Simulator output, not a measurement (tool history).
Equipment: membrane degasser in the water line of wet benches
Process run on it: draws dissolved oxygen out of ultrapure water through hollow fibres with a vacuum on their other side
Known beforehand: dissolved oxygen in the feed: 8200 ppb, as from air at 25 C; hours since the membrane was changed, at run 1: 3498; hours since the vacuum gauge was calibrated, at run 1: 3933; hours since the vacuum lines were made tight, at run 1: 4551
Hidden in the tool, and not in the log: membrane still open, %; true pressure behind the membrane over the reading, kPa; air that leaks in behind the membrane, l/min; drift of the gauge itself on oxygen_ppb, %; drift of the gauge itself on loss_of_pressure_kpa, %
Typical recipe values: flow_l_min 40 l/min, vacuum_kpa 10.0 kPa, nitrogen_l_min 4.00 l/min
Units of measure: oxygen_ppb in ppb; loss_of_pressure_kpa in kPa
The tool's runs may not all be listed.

run,day,flow_l_min,vacuum_kpa,nitrogen_l_min,hours since the membrane was changed,hours since the vacuum gauge was calibrated,hours since the vacuum lines were made tight,oxygen_ppb,loss_of_pressure_kpa
1,0.000,40,10.0,4.00,3498,3933,4551,171.6,48.27
2,4.283,40,12.3,4.00,3601,4036,4653,223.1,48.39
3,6.642,40,12.3,4.00,3657,4093,4710,222.0,48.32
4,9.792,40,12.3,4.00,3733,4168,4786,224.7,48.18
5,14.258,61,10.0,4.00,3840,4275,4893,287.7,73.73
# day 16.275: seals of the vacuum lines changed
6,17.379,61,10.0,4.00,3913,4348,27,284.8,73.87
7,21.821,61,10.0,4.00,4020,4455,133,286.3,74.32
8,24.383,61,10.0,4.00,4081,4516,195,287.5,74.36
9,27.112,26,10.5,7.32,4147,4582,260,67.9,31.60
10,29.638,26,10.5,7.32,4207,4642,321,66.4,31.18
11,32.129,26,19.7,7.32,4267,4702,380,146.1,31.65
12,35.217,35,24.2,9.41,4341,4776,455,192.9,42.64
13,37.629,35,18.6,9.41,4399,4834,512,144.9,42.69
14,41.308,59,7.6,1.87,4488,4923,601,348.1,72.05
15,45.688,33,18.7,7.33,4593,5028,706,173.1,39.92

How the hidden state differs across the entries between the runs, from the last listed run before each to the first after it:
Logged between run 5 and run 6: seals of the vacuum lines changed (day 16.275)
  membrane still open, %: 95.3 -> 95.2; true pressure behind the membrane over the reading, kPa: 0.38 -> 0.39; air that leaks in behind the membrane, l/min: 0.0122 -> 0.0012
  measured minus no-state result, oxygen_ppb: +22.8 -> +22.1 ppb; loss_of_pressure_kpa: +3.49 -> +3.57 kPa

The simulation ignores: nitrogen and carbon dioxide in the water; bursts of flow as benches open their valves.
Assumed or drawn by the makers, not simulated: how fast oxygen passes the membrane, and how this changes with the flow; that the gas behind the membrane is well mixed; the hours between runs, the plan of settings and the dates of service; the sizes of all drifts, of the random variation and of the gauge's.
